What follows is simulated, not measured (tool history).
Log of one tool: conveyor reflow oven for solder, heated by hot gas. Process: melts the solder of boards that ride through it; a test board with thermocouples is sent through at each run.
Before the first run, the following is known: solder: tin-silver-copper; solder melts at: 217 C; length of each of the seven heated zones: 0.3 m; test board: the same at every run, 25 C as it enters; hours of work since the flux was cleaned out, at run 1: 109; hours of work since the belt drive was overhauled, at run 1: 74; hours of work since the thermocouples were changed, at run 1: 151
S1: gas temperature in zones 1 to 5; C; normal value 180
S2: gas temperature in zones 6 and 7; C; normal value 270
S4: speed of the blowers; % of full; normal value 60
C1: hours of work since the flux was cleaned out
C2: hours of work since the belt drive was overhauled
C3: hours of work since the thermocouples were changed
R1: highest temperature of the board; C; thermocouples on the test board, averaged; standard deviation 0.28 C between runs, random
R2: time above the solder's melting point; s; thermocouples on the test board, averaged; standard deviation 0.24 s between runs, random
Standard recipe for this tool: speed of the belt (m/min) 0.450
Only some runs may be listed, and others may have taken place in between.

run 1 hour=0.0 | S1=180 S2=270 speed_of_the_belt_(m/min)=0.450 S4=60 | C1=109 C2=74 C3=151 | R1=251.8 R2=61.6
run 2 hour=10.1 | S1=180 S2=270 speed_of_the_belt_(m/min)=0.416 S4=60 | C1=114 C2=80 C3=157 | R1=254.5 R2=68.9
run 3 hour=17.7 | S1=180 S2=270 speed_of_the_belt_(m/min)=0.450 S4=60 | C1=119 C2=85 C3=162 | R1=252.2 R2=60.9
run 4 hour=27.2 | S1=180 S2=270 speed_of_the_belt_(m/min)=0.450 S4=60 | C1=124 C2=90 C3=167 | R1=251.9 R2=61.4
run 5 hour=34.1 | S1=180 S2=270 speed_of_the_belt_(m/min)=0.450 S4=60 | C1=128 C2=94 C3=171 | R1=251.8 R2=61.3
run 6 hour=40.9 | S1=180 S2=270 speed_of_the_belt_(m/min)=0.450 S4=60 | C1=132 C2=98 C3=175 | R1=252.3 R2=61.4
run 7 hour=51.6 | S1=180 S2=270 speed_of_the_belt_(m/min)=0.450 S4=60 | C1=139 C2=104 C3=181 | R1=251.8 R2=61.4
run 8 hour=57.6 | S1=194 S2=270 speed_of_the_belt_(m/min)=0.450 S4=60 | C1=142 C2=108 C3=185 | R1=254.6 R2=69.8
run 9 hour=63.2 | S1=194 S2=270 speed_of_the_belt_(m/min)=0.450 S4=60 | C1=145 C2=111 C3=188 | R1=254.6 R2=69.8
run 10 hour=70.7 | S1=194 S2=270 speed_of_the_belt_(m/min)=0.450 S4=60 | C1=150 C2=116 C3=193 | R1=254.8 R2=70.0
run 11 hour=79.5 | S1=194 S2=270 speed_of_the_belt_(m/min)=0.450 S4=60 | C1=155 C2=121 C3=198 | R1=254.5 R2=70.1
run 12 hour=84.0 | S1=194 S2=270 speed_of_the_belt_(m/min)=0.450 S4=60 | C1=158 C2=123 C3=200 | R1=254.7 R2=69.8
run 13 hour=90.2 | S1=194 S2=270 speed_of_the_belt_(m/min)=0.450 S4=60 | C1=161 C2=127 C3=204 | R1=253.7 R2=69.1
run 14 hour=98.0 | S1=194 S2=270 speed_of_the_belt_(m/min)=0.450 S4=60 | C1=166 C2=132 C3=209 | R1=254.5 R2=70.3
run 15 hour=106.9 | S1=194 S2=270 speed_of_the_belt_(m/min)=0.450 S4=60 | C1=171 C2=137 C3=214 | R1=254.6 R2=69.5
run 16 hour=116.8 | S1=194 S2=270 speed_of_the_belt_(m/min)=0.450 S4=60 | C1=177 C2=143 C3=220 | R1=254.0 R2=70.1
run 17 hour=121.4 | S1=170 S2=280 speed_of_the_belt_(m/min)=0.450 S4=60 | C1=179 C2=145 C3=222 | R1=258.1 R2=62.7
run 18 hour=129.0 | S1=167 S2=278 speed_of_the_belt_(m/min)=0.454 S4=52 | C1=184 C2=150 C3=227 | R1=252.0 R2=55.6
run 19 hour=133.8 | S1=180 S2=272 speed_of_the_belt_(m/min)=0.450 S4=60 | C1=187 C2=152 C3=229 | R1=252.8 R2=62.4

What will run 20 give?
run 20 hour=140.7 | S1=180 S2=272 speed_of_the_belt_(m/min)=0.450 S4=57 | C1=191 C2=156 C3=233 | R1=? R2=?

R1: 252.7 C
R2: 61.6 s
The same run, on a tool lacking any hidden state, would have yielded R1 254.1 C, R2 62.7 s.
